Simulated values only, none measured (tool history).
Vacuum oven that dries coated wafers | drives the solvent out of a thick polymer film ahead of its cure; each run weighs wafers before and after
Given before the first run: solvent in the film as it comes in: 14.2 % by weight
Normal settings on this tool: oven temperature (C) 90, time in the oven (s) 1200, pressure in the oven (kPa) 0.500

{"run": 1, "day": 0.0, "oven temperature (C)": 90, "time in the oven (s)": 1200, "pressure in the oven (kPa)": 0.5, "solvent left in the film (%)": 1.02}
{"run": 2, "day": 1.054, "oven temperature (C)": 90, "time in the oven (s)": 1200, "pressure in the oven (kPa)": 0.5, "solvent left in the film (%)": 1.01}
{"run": 3, "day": 2.404, "oven temperature (C)": 90, "time in the oven (s)": 1200, "pressure in the oven (kPa)": 0.5, "solvent left in the film (%)": 0.98}
{"run": 4, "day": 3.8, "oven temperature (C)": 90, "time in the oven (s)": 1200, "pressure in the oven (kPa)": 0.5, "solvent left in the film (%)": 1.03}
{"run": 5, "day": 5.096, "oven temperature (C)": 90, "time in the oven (s)": 1200, "pressure in the oven (kPa)": 0.5, "solvent left in the film (%)": 0.94}
{"run": 6, "day": 5.946, "oven temperature (C)": 90, "time in the oven (s)": 1200, "pressure in the oven (kPa)": 0.366, "solvent left in the film (%)": 0.92}
{"day": 6.104, "done": "vacuum gauge cleaned of residue and calibrated"}
{"run": 7, "day": 6.854, "oven temperature (C)": 90, "time in the oven (s)": 1380, "pressure in the oven (kPa)": 0.491, "solvent left in the film (%)": 0.88}
{"run": 8, "day": 8.054, "oven temperature (C)": 105, "time in the oven (s)": 960, "pressure in the oven (kPa)": 0.297, "solvent left in the film (%)": 0.23}
{"run": 9, "day": 8.912, "oven temperature (C)": 105, "time in the oven (s)": 960, "pressure in the oven (kPa)": 0.297, "solvent left in the film (%)": 0.26}
{"run": 10, "day": 9.954, "oven temperature (C)": 105, "time in the oven (s)": 1080, "pressure in the oven (kPa)": 1.888, "solvent left in the film (%)": 1.02}
{"run": 11, "day": 11.425, "oven temperature (C)": 90, "time in the oven (s)": 1080, "pressure in the oven (kPa)": 0.921, "solvent left in the film (%)": 1.52}
{"run": 12, "day": 12.058, "oven temperature (C)": 90, "time in the oven (s)": 1080, "pressure in the oven (kPa)": 0.921, "solvent left in the film (%)": 1.6}

Alternative continuations, all from the tool just after run 12; predict every row:
{"day": 12.842, "done": "vacuum gauge cleaned of residue and calibrated, once more"}
{"run": "A", "day": 13.179, "oven temperature (C)": 94, "time in the oven (s)": 1080, "pressure in the oven (kPa)": 0.921, "solvent left in the film (%)": "?"}
{"day": 12.842, "done": "vacuum gauge cleaned of residue and calibrated, once more"}
{"run": "B", "day": 13.179, "oven temperature (C)": 90, "time in the oven (s)": 1080, "pressure in the oven (kPa)": 0.357, "solvent left in the film (%)": "?"}
{"day": 12.842, "done": "vacuum gauge cleaned of residue and calibrated, once more"}
{"run": "C", "day": 13.179, "oven temperature (C)": 90, "time in the oven (s)": 1200, "pressure in the oven (kPa)": 1.6, "solvent left in the film (%)": "?"}

run=A solvent_left_in_the_film_(%)=0.87
run=B solvent_left_in_the_film_(%)=0.89
run=C solvent_left_in_the_film_(%)=1.74
Take away the tool's hidden state, keep each run's random variation, and the runs would have read:
run=A solvent_left_in_the_film_(%)=0.94
run=B solvent_left_in_the_film_(%)=1.00
run=C solvent_left_in_the_film_(%)=1.85
